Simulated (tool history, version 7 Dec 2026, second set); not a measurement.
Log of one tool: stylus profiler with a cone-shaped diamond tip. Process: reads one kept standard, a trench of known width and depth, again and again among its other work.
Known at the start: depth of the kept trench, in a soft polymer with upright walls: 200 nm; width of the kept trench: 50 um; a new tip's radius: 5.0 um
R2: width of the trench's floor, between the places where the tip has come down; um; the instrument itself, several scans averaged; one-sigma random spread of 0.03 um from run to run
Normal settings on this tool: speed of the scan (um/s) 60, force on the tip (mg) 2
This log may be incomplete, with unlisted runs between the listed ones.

Run 1, hour 0: usual settings. Result: depth of the trench (nm) 202.27, R2 47.06 um.
Run 2, hour 13.9: usual settings. Result: depth of the trench (nm) 202.32, R2 47.04 um.
Run 3, hour 21.6: usual settings. Result: depth of the trench (nm) 202.24, R2 47.03 um.
Run 4, hour 35.3: usual settings. Result: depth of the trench (nm) 202.26, R2 47.05 um.
Run 5, hour 53.1: usual settings. Result: depth of the trench (nm) 202.26, R2 47.12 um.
Run 6, hour 64.5: usual settings. Result: depth of the trench (nm) 202.24, R2 47.06 um.
Run 7, hour 73.7: usual settings. Result: depth of the trench (nm) 202.25, R2 47.07 um.
Run 8, hour 90.6: usual settings but speed of the scan (um/s) 132. Result: depth of the trench (nm) 202.34, R2 46.9 um.
Run 9, hour 98.4: usual settings but speed of the scan (um/s) 34, force on the tip (mg) 1.97. Result: depth of the trench (nm) 202.28, R2 47.13 um.
Run 10, hour 110.2: usual settings but speed of the scan (um/s) 80, force on the tip (mg) 0.67. Result: depth of the trench (nm) 201.17, R2 46.84 um.
Run 11, hour 127.9: usual settings but speed of the scan (um/s) 80, force on the tip (mg) 0.67. Result: depth of the trench (nm) 201.11, R2 46.88 um.
Run 12, hour 144.1: usual settings but speed of the scan (um/s) 80, force on the tip (mg) 0.67. Result: depth of the trench (nm) 201.08, R2 46.88 um.
Run 13, hour 158: usual settings but speed of the scan (um/s) 66, force on the tip (mg) 4.97. Result: depth of the trench (nm) 204.2, R2 47.05 um.
Run 14, hour 168.8: usual settings but speed of the scan (um/s) 212, force on the tip (mg) 0.84. Result: depth of the trench (nm) 201.28, R2 46.37 um.
Run 15, hour 177.3: usual settings but speed of the scan (um/s) 51, force on the tip (mg) 3.53. Result: depth of the trench (nm) 203.39, R2 47.1 um.

Consider 4 possible next runs. They are alternatives, not a sequence: every one starts from the tool as it was left by run 15. What does each give?
Run A, hour 196.2: usual settings but speed of the scan (um/s) 21, force on the tip (mg) 1.06. Result: depth of the trench (nm) ?, R2 ?.
Run B, hour 196.2: usual settings but speed of the scan (um/s) 108, force on the tip (mg) 5.09. Result: depth of the trench (nm) ?, R2 ?.
Run C, hour 196.2: usual settings but speed of the scan (um/s) 52, force on the tip (mg) 2.32. Result: depth of the trench (nm) ?, R2 ?.
Run D, hour 196.2: usual settings but speed of the scan (um/s) 91, force on the tip (mg) 0.68. Result: depth of the trench (nm) ?, R2 ?.

run  depth of the trench (nm)     R2
  A                    201.49  47.07
  B                    204.26  47.03
  C                    202.58   47.1
  D                    201.15  46.82
Without the tool's unlogged condition, the same runs would have read:
run  depth of the trench (nm)     R2
  A                    201.41  47.08
  B                    204.18  47.04
  C                     202.5  47.11
  D                    201.07  46.83
